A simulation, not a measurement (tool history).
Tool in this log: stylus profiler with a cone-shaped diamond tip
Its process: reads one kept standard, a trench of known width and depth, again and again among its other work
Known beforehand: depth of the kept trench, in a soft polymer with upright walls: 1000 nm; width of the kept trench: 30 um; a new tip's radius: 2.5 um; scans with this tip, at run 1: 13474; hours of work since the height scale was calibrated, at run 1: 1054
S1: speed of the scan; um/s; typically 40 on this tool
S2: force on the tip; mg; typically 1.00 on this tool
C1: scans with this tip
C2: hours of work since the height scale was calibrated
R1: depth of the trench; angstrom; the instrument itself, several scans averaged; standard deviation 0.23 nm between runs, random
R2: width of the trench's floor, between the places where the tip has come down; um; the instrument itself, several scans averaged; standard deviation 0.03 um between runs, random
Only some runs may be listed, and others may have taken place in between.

| run | hour | S1 | S2 | C1 | C2 | R1 | R2 |
|---|---|---|---|---|---|---|---|
| 1 | 0.0 | 40 | 1.00 | 13474 | 1054 | 10042.6 | 23.34 |
| 2 | 24.8 | 44 | 1.00 | 13642 | 1067 | 10045.6 | 23.30 |
| 3 | 47.3 | 44 | 1.00 | 13795 | 1079 | 10041.7 | 23.18 |
| 4 | 69.9 | 44 | 1.00 | 13949 | 1091 | 10041.8 | 23.24 |
| 5 | 104.0 | 44 | 1.00 | 14180 | 1109 | 10038.9 | 23.18 |
| 6 | 133.7 | 40 | 1.00 | 14382 | 1125 | 10042.4 | 23.21 |
| 7 | 172.5 | 40 | 1.25 | 14645 | 1145 | 10053.3 | 23.11 |
| 8 | 205.9 | 40 | 1.25 | 14872 | 1163 | 10058.3 | 23.09 |
| 9 | 232.8 | 40 | 1.00 | 15055 | 1177 | 10041.7 | 23.05 |
| 10 | 287.4 | 40 | 0.52 | 15426 | 1206 | 10003.1 | 22.99 |
|  | 304.6 | new tip fitted, height scale calibrated |
| 11 | 320.7 | 40 | 0.52 | 109 | 9 | 10063.2 | 25.74 |
| 12 | 374.7 | 40 | 0.52 | 476 | 37 | 10060.5 | 25.63 |
| 13 | 399.1 | 40 | 0.52 | 642 | 50 | 10059.8 | 25.56 |
|  | 402.9 | height scale calibrated on a step standard |
| 14 | 425.8 | 40 | 2.77 | 820 | 12 | 10188.6 | 25.60 |
| 15 | 461.3 | 60 | 1.30 | 1061 | 31 | 10116.1 | 25.53 |
| 16 | 487.2 | 60 | 1.30 | 1237 | 45 | 10108.5 | 25.43 |
| 17 | 516.9 | 21 | 0.49 | 1438 | 61 | 10051.2 | 25.50 |
|  | 541.1 | height scale calibrated on a step standard, once more |
| 18 | 544.9 | 21 | 0.49 | 1625 | 2 | 10064.3 | 25.48 |
| 19 | 571.1 | 21 | 0.49 | 1804 | 16 | 10057.4 | 25.39 |
| 20 | 620.0 | 102 | 1.00 | 2135 | 42 | 10091.3 | 25.07 |
| 21 | 651.2 | 40 | 1.67 | 2347 | 58 | 10131.2 | 25.25 |
| 22 | 679.5 | 36 | 0.67 | 2539 | 73 | 10070.1 | 25.16 |

Branching from run 22: 3 alternative next runs. What would each branch give?
| A | 709.9 | 36 | 1.82 | 2746 | 90 | ? | ? |
| B | 709.9 | 129 | 1.97 | 2746 | 90 | ? | ? |
| C | 709.9 | 15 | 0.57 | 2746 | 90 | ? | ? |

| run | R1 | R2 |
|---|---|---|
| A | 10135.9 | 25.20 |
| B | 10145.7 | 24.95 |
| C | 10059.5 | 25.19 |
Take away the tool's hidden state, keep each run's random variation, and the runs would have read:
| run | R1 | R2 |
|---|---|---|
| A | 10140.0 | 25.92 |
| B | 10149.8 | 25.68 |
| C | 10063.5 | 25.91 |

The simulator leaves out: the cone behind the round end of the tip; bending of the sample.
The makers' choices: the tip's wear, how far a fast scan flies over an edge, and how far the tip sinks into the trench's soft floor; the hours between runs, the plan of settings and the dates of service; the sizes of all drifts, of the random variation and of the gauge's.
